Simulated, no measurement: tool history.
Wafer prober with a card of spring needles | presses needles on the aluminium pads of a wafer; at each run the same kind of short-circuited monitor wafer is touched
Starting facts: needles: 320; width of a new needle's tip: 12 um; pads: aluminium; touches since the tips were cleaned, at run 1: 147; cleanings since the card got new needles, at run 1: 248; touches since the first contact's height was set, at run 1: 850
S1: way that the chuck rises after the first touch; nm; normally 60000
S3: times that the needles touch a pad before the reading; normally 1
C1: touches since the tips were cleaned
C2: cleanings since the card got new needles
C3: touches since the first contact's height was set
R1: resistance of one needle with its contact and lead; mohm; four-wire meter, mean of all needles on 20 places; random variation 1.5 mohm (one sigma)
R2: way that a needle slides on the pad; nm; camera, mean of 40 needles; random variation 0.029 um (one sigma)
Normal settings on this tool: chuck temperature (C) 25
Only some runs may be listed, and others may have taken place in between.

run 1 hour=0.0 | S1=60000 chuck_temperature_(C)=25 S3=1 | C1=147 C2=248 C3=850 | R1=138 R2=13380
-- hour=12.8 tips cleaned on abrasive film
-- hour=25.6 tips cleaned on abrasive film
-- hour=41.6 tips cleaned on abrasive film
-- hour=57.6 tips cleaned on abrasive film
run 2 hour=66.6 | S1=60000 chuck_temperature_(C)=25 S3=1 | C1=1977 C2=252 C3=15471 | R1=140 R2=13430
-- hour=73.0 tips cleaned on abrasive film
-- hour=89.0 tips cleaned on abrasive film
-- hour=101.8 tips cleaned on abrasive film
-- hour=117.8 tips cleaned on abrasive film
-- hour=133.8 tips cleaned on abrasive film
-- hour=146.6 tips cleaned on abrasive film
run 3 hour=146.8 | S1=60000 chuck_temperature_(C)=25 S3=1 | C1=41 C2=258 C3=33069 | R1=139 R2=13450
-- hour=159.6 tips cleaned on abrasive film
-- hour=175.6 tips cleaned on abrasive film
-- hour=188.4 tips cleaned on abrasive film
-- hour=204.4 tips cleaned on abrasive film
run 4 hour=207.7 | S1=42000 chuck_temperature_(C)=25 S3=1 | C1=735 C2=262 C3=46455 | R1=145 R2=9390
-- hour=217.4 tips cleaned on abrasive film
-- hour=233.4 tips cleaned on abrasive film
-- hour=246.2 tips cleaned on abrasive film
-- hour=262.2 tips cleaned on abrasive film
run 5 hour=274.2 | S1=60000 chuck_temperature_(C)=87 S3=1 | C1=2662 C2=266 C3=61059 | R1=151 R2=13430
-- hour=277.5 tips cleaned on abrasive film
-- hour=293.5 tips cleaned on abrasive film
-- hour=309.5 tips cleaned on abrasive film
-- hour=325.4 tips cleaned on abrasive film
run 6 hour=327.6 | S1=60000 chuck_temperature_(C)=25 S3=1 | C1=466 C2=270 C3=72762 | R1=142 R2=13440
-- hour=340.4 tips cleaned on abrasive film
-- hour=356.4 tips cleaned on abrasive film
-- hour=372.3 tips cleaned on abrasive film
-- hour=388.3 tips cleaned on abrasive film
-- hour=401.1 tips cleaned on abrasive film
-- hour=417.1 tips cleaned on abrasive film
-- hour=420.6 height of the first contact set anew
-- hour=430.4 tips cleaned on abrasive film
run 7 hour=430.4 | S1=60000 chuck_temperature_(C)=25 S3=1 | C1=0 C2=277 C3=2144 | R1=138 R2=13520
-- hour=446.4 tips cleaned on abrasive film
-- hour=459.2 tips cleaned on abrasive film
-- hour=475.2 tips cleaned on abrasive film
-- hour=491.2 tips cleaned on abrasive film
-- hour=504.5 tips cleaned on abrasive film
run 8 hour=504.5 | S1=60000 chuck_temperature_(C)=25 S3=1 | C1=0 C2=282 C3=18405 | R1=139 R2=13460
-- hour=520.5 tips cleaned on abrasive film
-- hour=533.3 tips cleaned on abrasive film
-- hour=549.3 tips cleaned on abrasive film
run 9 hour=561.9 | S1=60000 chuck_temperature_(C)=25 S3=2 | C1=2788 C2=285 C3=31024 | R1=140 R2=13480
-- hour=565.1 tips cleaned on abrasive film
-- hour=578.0 tips cleaned on abrasive film
-- hour=593.9 tips cleaned on abrasive film
-- hour=606.8 tips cleaned on abrasive film
run 10 hour=618.7 | S1=70000 chuck_temperature_(C)=25 S3=1 | C1=2632 C2=289 C3=43488 | R1=139 R2=15740
-- hour=621.9 tips cleaned on abrasive film
-- hour=637.9 tips cleaned on abrasive film
-- hour=653.9 tips cleaned on abrasive film
-- hour=669.9 tips cleaned on abrasive film
-- hour=685.9 tips cleaned on abrasive film
run 11 hour=687.9 | S1=60000 chuck_temperature_(C)=42 S3=1 | C1=439 C2=294 C3=58676 | R1=143 R2=13530
-- hour=700.7 tips cleaned on abrasive film
-- hour=716.7 tips cleaned on abrasive film
-- hour=732.7 tips cleaned on abrasive film
-- hour=748.7 tips cleaned on abrasive film
-- hour=761.5 tips cleaned on abrasive film
-- hour=777.4 tips cleaned on abrasive film
-- hour=790.3 tips cleaned on abrasive film
run 12 hour=790.4 | S1=60000 chuck_temperature_(C)=42 S3=1 | C1=28 C2=301 C3=81178 | R1=142 R2=13480
-- hour=803.1 tips cleaned on abrasive film
-- hour=819.1 tips cleaned on abrasive film
-- hour=835.1 tips cleaned on abrasive film
-- hour=844.9 height of the first contact set anew
run 13 hour=845.8 | S1=53000 chuck_temperature_(C)=44 S3=1 | C1=2292 C2=304 C3=185 | R1=146 R2=11970
-- hour=849.1 tips cleaned on abrasive film
-- hour=865.0 tips cleaned on abrasive film
-- hour=881.0 tips cleaned on abrasive film
-- hour=894.5 tips cleaned on abrasive film
run 14 hour=894.5 | S1=60000 chuck_temperature_(C)=53 S3=1 | C1=0 C2=308 C3=10866 | R1=144 R2=13500
-- hour=910.5 tips cleaned on abrasive film
-- hour=923.3 tips cleaned on abrasive film
-- hour=939.3 tips cleaned on abrasive film
-- hour=955.3 tips cleaned on abrasive film
run 15 hour=959.6 | S1=60000 chuck_temperature_(C)=69 S3=1 | C1=958 C2=312 C3=25165 | R1=149 R2=13540
-- hour=969.2 tips cleaned on abrasive film
-- hour=985.2 tips cleaned on abrasive film
-- hour=1001.2 tips cleaned on abrasive film
-- hour=1017.2 tips cleaned on abrasive film
-- hour=1030.0 tips cleaned on abrasive film
run 16 hour=1030.0 | S1=66000 chuck_temperature_(C)=69 S3=2 | C1=0 C2=317 C3=40618 | R1=144 R2=14920
-- hour=1045.2 tips cleaned on abrasive film
-- hour=1061.2 tips cleaned on abrasive film
-- hour=1077.2 tips cleaned on abrasive film
-- hour=1090.0 tips cleaned on abrasive film
-- hour=1106.0 tips cleaned on abrasive film
-- hour=1121.1 tips cleaned on abrasive film
run 17 hour=1121.1 | S1=64000 chuck_temperature_(C)=25 S3=1 | C1=0 C2=323 C3=60607 | R1=138 R2=14460
-- hour=1133.9 tips cleaned on abrasive film
-- hour=1149.9 tips cleaned on abrasive film
-- hour=1165.8 tips cleaned on abrasive film
-- hour=1178.7 tips cleaned on abrasive film
run 18 hour=1186.0 | S1=54000 chuck_temperature_(C)=74 S3=2 | C1=1624 C2=327 C3=74873 | R1=150 R2=12240
-- hour=1192.5 tips cleaned on abrasive film
-- hour=1205.3 tips cleaned on abrasive film
-- hour=1221.2 tips cleaned on abrasive film
-- hour=1237.2 tips cleaned on abrasive film
run 19 hour=1242.4 | S1=54000 chuck_temperature_(C)=74 S3=2 | C1=1137 C2=331 C3=87246 | R1=148 R2=12210
-- hour=1252.0 tips cleaned on abrasive film
-- hour=1268.0 tips cleaned on abrasive film
-- hour=1268.3 height of the first contact set anew
-- hour=1281.1 tips cleaned on abrasive film
-- hour=1297.1 tips cleaned on abrasive film
run 20 hour=1304.7 | S1=78000 chuck_temperature_(C)=25 S3=2 | C1=1692 C2=335 C3=8013 | R1=137 R2=17640
-- hour=1311.2 tips cleaned on abrasive film
-- hour=1327.2 tips cleaned on abrasive film
-- hour=1343.2 tips cleaned on abrasive film
-- hour=1359.2 tips cleaned on abrasive film
-- hour=1372.8 tips cleaned on abrasive film
run 21 hour=1372.8 | S1=46000 chuck_temperature_(C)=25 S3=1 | C1=0 C2=340 C3=22948 | R1=145 R2=10430
-- hour=1388.8 tips cleaned on abrasive film
-- hour=1404.8 tips cleaned on abrasive film
-- hour=1420.8 tips cleaned on abrasive film
run 22 hour=1429.5 | S1=58000 chuck_temperature_(C)=93 S3=1 | C1=1925 C2=343 C3=35405 | R1=154 R2=13200
-- hour=1435.9 tips cleaned on abrasive film
-- hour=1451.9 tips cleaned on abrasive film
-- hour=1467.9 tips cleaned on abrasive film
-- hour=1480.7 tips cleaned on abrasive film
-- hour=1495.0 tips cleaned on abrasive film
run 23 hour=1495.0 | S1=54000 chuck_temperature_(C)=30 S3=2 | C1=0 C2=348 C3=49767 | R1=142 R2=12230

Predict the results of run 24:
-- hour=1510.9 tips cleaned on abrasive film
-- hour=1523.8 tips cleaned on abrasive film
-- hour=1539.7 tips cleaned on abrasive film
-- hour=1554.7 tips cleaned on abrasive film
run 24 hour=1554.7 | S1=50000 chuck_temperature_(C)=25 S3=3 | C1=0 C2=352 C3=62883 | R1=? R2=?

Run 24 gave R1 140 mohm, R2 11360 nm.
Without the tool's hidden state the same run would have given R1 140 mohm, R2 11200 nm.

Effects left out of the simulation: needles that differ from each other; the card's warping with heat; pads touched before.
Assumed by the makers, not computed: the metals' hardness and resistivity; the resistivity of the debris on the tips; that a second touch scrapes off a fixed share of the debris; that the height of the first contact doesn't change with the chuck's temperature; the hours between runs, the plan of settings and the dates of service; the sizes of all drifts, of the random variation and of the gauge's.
